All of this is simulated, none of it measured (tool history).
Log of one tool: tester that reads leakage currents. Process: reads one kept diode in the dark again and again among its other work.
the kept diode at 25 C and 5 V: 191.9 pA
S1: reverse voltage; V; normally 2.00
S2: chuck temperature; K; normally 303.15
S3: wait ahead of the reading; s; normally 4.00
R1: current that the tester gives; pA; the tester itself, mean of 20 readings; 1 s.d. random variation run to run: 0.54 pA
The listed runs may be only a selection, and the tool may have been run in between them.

run	day	S1	S2	S3	R1
1	0.000	2.00	303.15	4.00	193.71
2	1.717	2.00	303.15	4.00	194.51
3	4.558	2.00	303.15	4.00	196.28
4	7.138	3.60	303.15	4.00	265.66
5	9.438	6.30	303.15	4.00	354.96
6	12.083	2.00	303.15	4.00	200.97
7	13.317	2.00	303.15	4.00	200.60
8	14.692	2.00	303.15	5.69	201.37
9	17.154	2.00	303.15	2.02	203.97
10	19.425	3.74	310.15	0.30	470.84
11	21.421	18.97	300.15	4.00	518.32
12	23.358	1.23	318.15	0.65	480.34
13	25.642	1.96	318.15	7.06	608.59
14	27.479	1.96	318.15	7.06	610.62
15	29.338	1.96	318.15	7.06	612.73
16	32.042	1.42	303.15	0.70	178.28
17	34.038	1.26	317.15	4.00	463.70

A few steps of R1 between consecutive runs. Split each: what settings, incoming material and random variation would produce without the hidden state, and what is left over for the hidden state, along with gauge scatter present in only one of the two compared results (measured, and without hidden state):
Hidden state at play: stray current of the dirty probe card, pA a volt; current scale over the true one, %; true chuck temperature over the reading, C; drift of the gauge itself on leakage_pa, %.
Run 15 -> 16: S1 1.96 -> 1.42, S2 318.15 -> 303.15, S3 7.06 -> 0.70. R1 -434.45 pA: hidden state -48.10, all else -386.35.
